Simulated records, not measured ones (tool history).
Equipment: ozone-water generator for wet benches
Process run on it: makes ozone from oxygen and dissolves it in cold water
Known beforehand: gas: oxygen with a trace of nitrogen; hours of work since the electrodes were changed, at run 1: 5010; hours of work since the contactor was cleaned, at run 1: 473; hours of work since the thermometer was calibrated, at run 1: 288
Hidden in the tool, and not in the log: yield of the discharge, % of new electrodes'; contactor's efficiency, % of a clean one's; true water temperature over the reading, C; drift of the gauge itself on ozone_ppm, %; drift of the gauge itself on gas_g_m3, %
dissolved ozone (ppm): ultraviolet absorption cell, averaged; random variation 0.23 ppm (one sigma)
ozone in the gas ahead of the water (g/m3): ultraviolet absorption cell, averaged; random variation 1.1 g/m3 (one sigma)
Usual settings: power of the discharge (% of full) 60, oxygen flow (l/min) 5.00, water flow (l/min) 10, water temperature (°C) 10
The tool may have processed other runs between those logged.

| run | hour | power of the discharge (% of full) | oxygen flow (l/min) | water flow (l/min) | water temperature (°C) | hours of work since the electrodes were changed | hours of work since the contactor was cleaned | hours of work since the thermometer was calibrated | dissolved ozone (ppm) | ozone in the gas ahead of the water (g/m3) |
|---|---|---|---|---|---|---|---|---|---|---|
| 1 | 0.0 | 60 | 5.00 | 10 | 10 | 5010 | 473 | 288 | 34.1 | 196.8 |
| 2 | 135.4 | 60 | 5.00 | 10 | 10 | 5113 | 575 | 390 | 33.9 | 197.7 |
| 3 | 253.6 | 60 | 5.00 | 10 | 10 | 5202 | 665 | 480 | 33.5 | 195.7 |
| 4 | 400.3 | 60 | 5.00 | 7 | 10 | 5313 | 775 | 590 | 43.1 | 196.5 |
| 5 | 550.9 | 60 | 5.00 | 15 | 10 | 5427 | 889 | 704 | 24.3 | 194.9 |
| 6 | 694.0 | 60 | 5.00 | 10 | 10 | 5535 | 997 | 812 | 34.2 | 197.0 |
| 7 | 818.3 | 60 | 5.00 | 10 | 10 | 5629 | 1091 | 906 | 33.6 | 197.1 |
|  | 969.6 | electrodes of the discharge changed |
| 8 | 978.6 | 60 | 5.00 | 10 | 10 | 7 | 1208 | 1023 | 33.9 | 196.4 |
| 9 | 1082.7 | 60 | 5.00 | 10 | 10 | 86 | 1287 | 1102 | 33.9 | 194.0 |
| 10 | 1200.4 | 60 | 5.00 | 10 | 10 | 174 | 1376 | 1191 | 34.1 | 194.5 |
| 11 | 1311.4 | 60 | 5.00 | 10 | 10 | 258 | 1460 | 1275 | 34.2 | 195.2 |
| 12 | 1456.5 | 60 | 5.00 | 10 | 10 | 368 | 1569 | 1384 | 34.1 | 194.6 |
| 13 | 1596.5 | 60 | 5.00 | 10 | 10 | 474 | 1675 | 1490 | 33.9 | 193.8 |
| 14 | 1759.5 | 60 | 5.00 | 10 | 10 | 597 | 1798 | 1614 | 33.4 | 194.1 |
| 15 | 1911.3 | 60 | 5.00 | 10 | 10 | 712 | 1913 | 1728 | 33.7 | 193.9 |
| 16 | 2036.1 | 74 | 5.00 | 8 | 5 | 806 | 2008 | 1823 | 50.6 | 226.5 |
| 17 | 2181.6 | 60 | 5.00 | 12 | 10 | 916 | 2118 | 1933 | 29.2 | 194.4 |
| 18 | 2338.0 | 88 | 5.00 | 10 | 5 | 1035 | 2236 | 2051 | 48.7 | 256.6 |
| 19 | 2470.9 | 92 | 4.99 | 13 | 7 | 1135 | 2336 | 2151 | 39.5 | 266.1 |
| 20 | 2570.3 | 56 | 3.39 | 10 | 10 | 1210 | 2412 | 2227 | 32.7 | 228.9 |
|  | 2733.9 | contactor cleaned |
| 21 | 2734.8 | 60 | 5.00 | 10 | 8 | 1332 | 1 | 2348 | 34.6 | 190.1 |
| 22 | 2831.5 | 60 | 5.00 | 10 | 8 | 1405 | 74 | 2421 | 35.0 | 191.0 |
| 23 | 2990.7 | 60 | 5.00 | 10 | 8 | 1525 | 194 | 2541 | 35.0 | 191.7 |
| 24 | 3152.7 | 60 | 5.00 | 10 | 8 | 1647 | 317 | 2664 | 35.5 | 191.7 |
| 25 | 3247.0 | 50 | 5.13 | 12 | 12 | 1719 | 388 | 2735 | 24.6 | 163.6 |

Measured result minus the same run's result without the hidden state. Both carry the same run-to-run variation, though not necessarily the same gauge scatter:
| run | ozone in the gas ahead of the water (g/m3) |
|---|---|
| 1 | -0.4 |
| 2 | -0.6 |
| 3 | -0.8 |
| 4 | -1.1 |
| 5 | -1.3 |
| 6 | -1.6 |
| 7 | -1.7 |
| 8 | -1.6 |
| 9 | -1.7 |
| 10 | -1.9 |
| 11 | -2.1 |
| 12 | -2.4 |
| 13 | -2.6 |
| 14 | -2.8 |
| 15 | -3.1 |
| 16 | -3.9 |
| 17 | -3.6 |
| 18 | -5.1 |
| 19 | -5.6 |
| 20 | -5.0 |
| 21 | -4.5 |
| 22 | -4.6 |
| 23 | -4.9 |
| 24 | -5.2 |
| 25 | -4.6 |
dissolved ozone (ppm): differs from the measured result by no more than 0.1 in any run.

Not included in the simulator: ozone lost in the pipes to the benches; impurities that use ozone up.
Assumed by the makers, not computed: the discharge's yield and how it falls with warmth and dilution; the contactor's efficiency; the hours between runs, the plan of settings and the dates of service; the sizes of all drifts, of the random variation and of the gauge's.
